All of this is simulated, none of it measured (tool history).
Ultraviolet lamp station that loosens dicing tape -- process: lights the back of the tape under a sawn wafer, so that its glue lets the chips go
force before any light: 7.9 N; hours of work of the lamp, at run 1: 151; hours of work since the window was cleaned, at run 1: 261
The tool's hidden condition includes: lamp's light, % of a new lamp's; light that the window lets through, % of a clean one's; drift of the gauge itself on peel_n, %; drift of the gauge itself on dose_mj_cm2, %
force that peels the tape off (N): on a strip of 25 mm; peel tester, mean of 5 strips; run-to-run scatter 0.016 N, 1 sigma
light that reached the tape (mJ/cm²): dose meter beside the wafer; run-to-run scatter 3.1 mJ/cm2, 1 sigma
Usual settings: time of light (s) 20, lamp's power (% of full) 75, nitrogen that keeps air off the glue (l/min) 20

| run | hour | time of light (s) | lamp's power (% of full) | nitrogen that keeps air off the glue (l/min) | hours of work of the lamp | hours of work since the window was cleaned | force that peels the tape off (N) | light that reached the tape (mJ/cm²) |
|---|---|---|---|---|---|---|---|---|
| 1 | 0.0 | 20 | 75 | 20 | 151 | 261 | 0.892 | 428 |
| 2 | 21.7 | 20 | 75 | 20 | 164 | 274 | 0.943 | 428 |
| 3 | 42.8 | 20 | 75 | 20 | 177 | 287 | 0.927 | 418 |
| 4 | 71.6 | 20 | 75 | 20 | 194 | 304 | 0.913 | 422 |
| 5 | 97.3 | 20 | 75 | 20 | 210 | 320 | 0.949 | 416 |
| 6 | 122.8 | 20 | 75 | 20 | 225 | 335 | 0.942 | 412 |
| 7 | 152.3 | 20 | 75 | 20 | 243 | 353 | 1.030 | 412 |
| 8 | 169.0 | 20 | 75 | 20 | 253 | 363 | 0.992 | 406 |
| 9 | 187.1 | 20 | 75 | 20 | 264 | 374 | 1.004 | 399 |
| 10 | 204.8 | 20 | 75 | 20 | 275 | 385 | 1.039 | 405 |
| 11 | 236.4 | 20 | 75 | 20 | 294 | 404 | 1.016 | 397 |
| 12 | 263.7 | 20 | 75 | 20 | 311 | 421 | 1.069 | 396 |
| 13 | 276.8 | 20 | 75 | 14 | 319 | 429 | 1.319 | 389 |
| 14 | 294.1 | 20 | 75 | 20 | 329 | 439 | 1.079 | 390 |
| 15 | 313.4 | 20 | 75 | 20 | 341 | 451 | 1.080 | 388 |
| 16 | 336.5 | 20 | 75 | 20 | 355 | 465 | 1.106 | 382 |
| 17 | 352.4 | 20 | 75 | 20 | 365 | 475 | 1.129 | 384 |
|  | 360.5 | window cleaned of glue's vapour |
| 18 | 378.3 | 20 | 75 | 22 | 380 | 11 | 0.933 | 411 |
| 19 | 409.4 | 20 | 75 | 22 | 399 | 30 | 0.957 | 399 |
| 20 | 431.4 | 20 | 75 | 16 | 412 | 43 | 1.172 | 404 |
| 21 | 459.4 | 20 | 63 | 20 | 429 | 60 | 1.454 | 336 |
| 22 | 472.5 | 20 | 63 | 20 | 437 | 68 | 1.421 | 336 |
| 23 | 489.3 | 20 | 63 | 20 | 447 | 78 | 1.430 | 329 |
| 24 | 510.1 | 20 | 63 | 20 | 460 | 91 | 1.449 | 330 |
| 25 | 536.5 | 20 | 62 | 20 | 476 | 107 | 1.481 | 319 |
| 26 | 565.5 | 24 | 71 | 20 | 494 | 124 | 0.877 | 437 |
| 27 | 583.9 | 31 | 95 | 6 | 505 | 136 | 0.582 | 742 |
| 28 | 614.0 | 31 | 95 | 6 | 523 | 154 | 0.614 | 743 |
| 29 | 644.8 | 31 | 95 | 6 | 542 | 173 | 0.618 | 732 |
| 30 | 670.4 | 31 | 95 | 6 | 557 | 188 | 0.611 | 724 |
| 31 | 687.4 | 13 | 77 | 33 | 568 | 198 | 1.885 | 245 |
| 32 | 711.8 | 13 | 77 | 33 | 583 | 213 | 1.925 | 243 |
| 33 | 741.5 | 20 | 73 | 6 | 601 | 231 | 2.216 | 352 |
| 34 | 766.0 | 10 | 93 | 8 | 615 | 246 | 3.294 | 225 |
| 35 | 779.1 | 10 | 93 | 8 | 623 | 254 | 3.198 | 224 |
| 36 | 807.5 | 10 | 93 | 29 | 641 | 271 | 2.299 | 218 |
| 37 | 835.1 | 10 | 93 | 29 | 657 | 288 | 2.342 | 218 |
| 38 | 852.0 | 20 | 85 | 14 | 668 | 298 | 1.253 | 393 |
| 39 | 870.1 | 19 | 81 | 14 | 679 | 309 | 1.516 | 355 |
| 40 | 900.0 | 19 | 81 | 14 | 697 | 327 | 1.541 | 349 |
| 41 | 927.9 | 26 | 73 | 12 | 714 | 344 | 1.191 | 432 |
| 42 | 953.6 | 12 | 73 | 12 | 729 | 360 | 3.256 | 194 |
| 43 | 982.8 | 12 | 73 | 12 | 747 | 378 | 3.254 | 196 |

For some of the steps in force that peels the tape off (N) from one run to the next: how much would appear even if the tool had no hidden state, given the settings, what came in and random variation, and how much remains for the hidden state plus any gauge scatter that the measured result and the result without hidden state don't share?
Run 30 -> 31: time of light (s) 31 -> 13, lamp's power (% of full) 95 -> 77, nitrogen that keeps air off the glue (l/min) 6 -> 33. force that peels the tape off (N) +1.274: hidden state +0.340, all else +0.934.
Run 37 -> 38: time of light (s) 10 -> 20, lamp's power (% of full) 93 -> 85, nitrogen that keeps air off the glue (l/min) 29 -> 14. force that peels the tape off (N) -1.089: hidden state -0.237, all else -0.852.
Run 41 -> 42: time of light (s) 26 -> 12. force that peels the tape off (N) +2.065: hidden state +0.387, all else +1.678.
